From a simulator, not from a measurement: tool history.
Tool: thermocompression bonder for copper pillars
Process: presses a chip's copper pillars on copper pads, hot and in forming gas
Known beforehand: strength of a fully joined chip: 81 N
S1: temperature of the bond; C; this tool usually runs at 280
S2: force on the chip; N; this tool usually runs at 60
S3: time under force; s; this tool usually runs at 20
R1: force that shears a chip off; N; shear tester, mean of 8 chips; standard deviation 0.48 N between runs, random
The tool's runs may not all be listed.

run 1 hour=0.0 | S1=280 S2=60 S3=20 | R1=32.8
run 2 hour=54.1 | S1=280 S2=60 S3=20 | R1=31.8
run 3 hour=102.4 | S1=303 S2=60 S3=20 | R1=39.4
run 4 hour=156.7 | S1=303 S2=60 S3=20 | R1=39.3
-- hour=160.7 forming gas filter changed
run 5 hour=184.6 | S1=280 S2=60 S3=20 | R1=33.6
run 6 hour=219.3 | S1=280 S2=60 S3=20 | R1=32.3
run 7 hour=280.4 | S1=280 S2=60 S3=20 | R1=31.6
run 8 hour=342.8 | S1=280 S2=60 S3=20 | R1=31.0
run 9 hour=372.4 | S1=280 S2=59 S3=20 | R1=28.4
-- hour=394.1 forming gas filter changed
run 10 hour=410.9 | S1=280 S2=60 S3=20 | R1=33.3
run 11 hour=459.8 | S1=280 S2=60 S3=20 | R1=31.9
run 12 hour=514.9 | S1=280 S2=60 S3=20 | R1=31.3
run 13 hour=556.4 | S1=280 S2=60 S3=20 | R1=30.7
run 14 hour=595.1 | S1=280 S2=60 S3=20 | R1=29.6
-- hour=626.8 forming gas filter changed
run 15 hour=636.2 | S1=280 S2=60 S3=20 | R1=33.2
run 16 hour=667.1 | S1=280 S2=60 S3=15 | R1=29.4
run 17 hour=720.6 | S1=295 S2=60 S3=20 | R1=38.0
run 18 hour=773.2 | S1=295 S2=60 S3=20 | R1=35.6
run 19 hour=822.4 | S1=280 S2=60 S3=20 | R1=29.7
-- hour=860.4 forming gas filter changed
run 20 hour=870.1 | S1=300 S2=60 S3=21 | R1=41.2
run 21 hour=926.9 | S1=275 S2=82 S3=19 | R1=40.3

Estimate the outcome of run 22 from the log above:
run 22 hour=963.3 | S1=275 S2=82 S3=19 | R1=?

R1: 38.4 N
The same run, on a tool lacking any hidden state, would have yielded R1 43.3 N.
